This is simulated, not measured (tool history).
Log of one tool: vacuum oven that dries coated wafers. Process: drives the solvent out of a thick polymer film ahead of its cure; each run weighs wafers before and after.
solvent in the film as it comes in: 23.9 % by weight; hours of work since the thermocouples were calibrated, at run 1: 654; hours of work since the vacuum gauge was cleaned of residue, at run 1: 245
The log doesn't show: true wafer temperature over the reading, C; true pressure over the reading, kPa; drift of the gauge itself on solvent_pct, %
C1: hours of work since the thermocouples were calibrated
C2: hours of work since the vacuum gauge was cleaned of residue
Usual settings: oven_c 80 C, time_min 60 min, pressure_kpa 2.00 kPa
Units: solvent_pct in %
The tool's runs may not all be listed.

{"run": 1, "hour": 0.0, "oven_c": 80, "time_min": 60, "pressure_kpa": 2.0, "C1": 654, "C2": 245, "solvent_pct": 5.6}
{"run": 2, "hour": 45.5, "oven_c": 80, "time_min": 60, "pressure_kpa": 2.0, "C1": 674, "C2": 265, "solvent_pct": 5.49}
{"run": 3, "hour": 77.3, "oven_c": 80, "time_min": 60, "pressure_kpa": 2.0, "C1": 688, "C2": 279, "solvent_pct": 5.58}
{"run": 4, "hour": 109.0, "oven_c": 80, "time_min": 105, "pressure_kpa": 2.0, "C1": 702, "C2": 293, "solvent_pct": 2.57}
{"hour": 114.7, "done": "oven's thermocouples calibrated"}
{"run": 5, "hour": 140.3, "oven_c": 80, "time_min": 105, "pressure_kpa": 2.0, "C1": 11, "C2": 306, "solvent_pct": 2.46}
{"run": 6, "hour": 172.0, "oven_c": 80, "time_min": 60, "pressure_kpa": 2.0, "C1": 25, "C2": 320, "solvent_pct": 5.51}
{"run": 7, "hour": 196.3, "oven_c": 80, "time_min": 60, "pressure_kpa": 6.33, "C1": 36, "C2": 330, "solvent_pct": 7.01}
{"run": 8, "hour": 242.6, "oven_c": 80, "time_min": 60, "pressure_kpa": 6.33, "C1": 56, "C2": 350, "solvent_pct": 7.11}
{"run": 9, "hour": 263.6, "oven_c": 80, "time_min": 60, "pressure_kpa": 6.33, "C1": 65, "C2": 360, "solvent_pct": 7.14}
{"run": 10, "hour": 298.1, "oven_c": 80, "time_min": 60, "pressure_kpa": 2.0, "C1": 80, "C2": 375, "solvent_pct": 5.49}
{"run": 11, "hour": 321.6, "oven_c": 80, "time_min": 60, "pressure_kpa": 2.0, "C1": 90, "C2": 385, "solvent_pct": 5.53}
{"run": 12, "hour": 361.2, "oven_c": 80, "time_min": 60, "pressure_kpa": 2.0, "C1": 108, "C2": 402, "solvent_pct": 5.54}
{"run": 13, "hour": 401.9, "oven_c": 89, "time_min": 81, "pressure_kpa": 2.28, "C1": 126, "C2": 420, "solvent_pct": 1.58}
{"run": 14, "hour": 438.9, "oven_c": 93, "time_min": 60, "pressure_kpa": 2.0, "C1": 142, "C2": 436, "solvent_pct": 1.62}
{"run": 15, "hour": 468.5, "oven_c": 78, "time_min": 36, "pressure_kpa": 1.64, "C1": 155, "C2": 449, "solvent_pct": 9.75}
{"run": 16, "hour": 512.9, "oven_c": 78, "time_min": 36, "pressure_kpa": 1.64, "C1": 174, "C2": 469, "solvent_pct": 9.78}
{"run": 17, "hour": 553.9, "oven_c": 78, "time_min": 53, "pressure_kpa": 1.2, "C1": 192, "C2": 486, "solvent_pct": 6.93}
{"run": 18, "hour": 599.4, "oven_c": 78, "time_min": 53, "pressure_kpa": 1.2, "C1": 212, "C2": 506, "solvent_pct": 6.97}
{"run": 19, "hour": 629.1, "oven_c": 67, "time_min": 75, "pressure_kpa": 1.15, "C1": 225, "C2": 519, "solvent_pct": 9.27}

Forecast each of these 5 alternatives for the next run:
{"run": "A", "hour": 672.8, "oven_c": 80, "time_min": 60, "pressure_kpa": 7.68, "C1": 244, "C2": 538, "solvent_pct": "?"}
{"run": "B", "hour": 672.8, "oven_c": 92, "time_min": 81, "pressure_kpa": 1.59, "C1": 244, "C2": 538, "solvent_pct": "?"}
{"run": "C", "hour": 672.8, "oven_c": 72, "time_min": 75, "pressure_kpa": 2.66, "C1": 244, "C2": 538, "solvent_pct": "?"}
{"run": "D", "hour": 672.8, "oven_c": 67, "time_min": 75, "pressure_kpa": 2.79, "C1": 244, "C2": 538, "solvent_pct": "?"}
{"run": "E", "hour": 672.8, "oven_c": 83, "time_min": 84, "pressure_kpa": 1.82, "C1": 244, "C2": 538, "solvent_pct": "?"}

run=A solvent_pct=7.68
run=B solvent_pct=0.94
run=C solvent_pct=7.78
run=D solvent_pct=9.99
run=E solvent_pct=2.61
Without the tool's hidden state the same runs would have given:
run=A solvent_pct=7.67
run=B solvent_pct=0.94
run=C solvent_pct=7.77
run=D solvent_pct=9.98
run=E solvent_pct=2.61

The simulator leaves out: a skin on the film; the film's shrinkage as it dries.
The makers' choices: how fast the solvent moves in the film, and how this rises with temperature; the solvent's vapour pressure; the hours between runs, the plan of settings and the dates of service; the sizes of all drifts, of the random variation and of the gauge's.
